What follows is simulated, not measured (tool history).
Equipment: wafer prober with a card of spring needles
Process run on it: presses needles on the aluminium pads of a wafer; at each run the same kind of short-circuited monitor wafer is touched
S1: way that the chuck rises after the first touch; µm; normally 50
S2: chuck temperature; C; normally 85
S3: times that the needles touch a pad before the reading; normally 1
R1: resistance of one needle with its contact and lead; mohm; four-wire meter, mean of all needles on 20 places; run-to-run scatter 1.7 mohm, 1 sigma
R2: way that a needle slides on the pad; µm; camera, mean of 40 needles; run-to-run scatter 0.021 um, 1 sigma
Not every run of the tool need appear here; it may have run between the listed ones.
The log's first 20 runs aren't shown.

run	hour	S1	S2	S3	R1	R2
# hour 233.6: tips cleaned on abrasive film
21	239.5	52	91	1	167	8.98
# hour 246.3: tips cleaned on abrasive film
22	246.7	52	91	1	169	8.95
# hour 259.8: tips cleaned on abrasive film
23	259.8	52	85	2	166	8.96
# hour 272.4: tips cleaned on abrasive film
24	273.3	57	85	1	163	9.79
# hour 285.5: tips cleaned on abrasive film
25	285.9	57	85	1	166	9.80
26	297.4	41	115	1	175	7.06
# hour 298.3: tips cleaned on abrasive film
27	307.3	41	115	1	174	7.07
# hour 310.7: tips cleaned on abrasive film
28	321.6	40	115	2	178	6.92
# hour 323.1: tips cleaned on abrasive film
29	333.5	40	115	2	179	6.88
# hour 335.8: tips cleaned on abrasive film
30	340.7	35	41	2	166	6.01

Estimate the outcome of run 31 from the log above:
# hour 348.6: tips cleaned on abrasive film
31	355.5	35	41	2	?	?

{"run 31": {"R1": 165, "R2": 6.07}}
With no hidden state in the tool, this same run would have given R1 164 mohm, R2 6.07 µm.
